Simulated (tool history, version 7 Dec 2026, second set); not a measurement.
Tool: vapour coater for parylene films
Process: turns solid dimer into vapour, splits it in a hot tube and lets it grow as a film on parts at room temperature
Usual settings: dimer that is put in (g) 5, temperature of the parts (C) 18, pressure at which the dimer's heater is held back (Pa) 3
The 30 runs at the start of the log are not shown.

run    hour  dimer that is put in (g)  temperature of the parts (C)  pressure at which the dimer's heater is held back (Pa)  hours of work since the trap's valve was overhauled  hours of work since the table's thermometer was calibrated  thickness of the film (um)
 31  1140.4                         9                            20                                                    2.04                                                  356                                                         811                        3.87
     1183.4  -- trap's valve overhauled
 32  1183.4                         6                            14                                                    2.04                                                    0                                                         837                        3.33
 33  1234.5                         6                            14                                                    2.04                                                   35                                                         872                        3.32
 34  1273.2                         5                            24                                                    5.01                                                   61                                                         898                        2.13
 35  1309.8                         3                            16                                                       3                                                   86                                                         923                        1.48
 36  1358.7                         3                            14                                                    6.38                                                  119                                                         956                        1.42
 37  1405.2                         9                            20                                                       3                                                  151                                                         988                         4.2
 38  1453.5                         9                            20                                                       3                                                  184                                                        1021                        4.05
 39  1502.9                         9                            20                                                   10.84                                                  218                                                        1055                        3.54
 40  1529.7                         3                            28                                                   10.84                                                  236                                                        1073                        1.01

Branching from run 40: 3 alternative next runs. What would each branch give?
  A  1557.1                         3                            26                                                    5.43                                                  254                                                        1092                           ?
  B  1557.1                         4                            20                                                    6.97                                                  254                                                        1092                           ?
  C  1557.1                         3                            18                                                       3                                                  254                                                        1092                           ?

run  thickness of the film (um)
  A                        1.14
  B                        1.63
  C                        1.37
What these runs would have given with no unlogged condition in the tool:
run  thickness of the film (um)
  A                        1.24
  B                        1.76
  C                        1.48

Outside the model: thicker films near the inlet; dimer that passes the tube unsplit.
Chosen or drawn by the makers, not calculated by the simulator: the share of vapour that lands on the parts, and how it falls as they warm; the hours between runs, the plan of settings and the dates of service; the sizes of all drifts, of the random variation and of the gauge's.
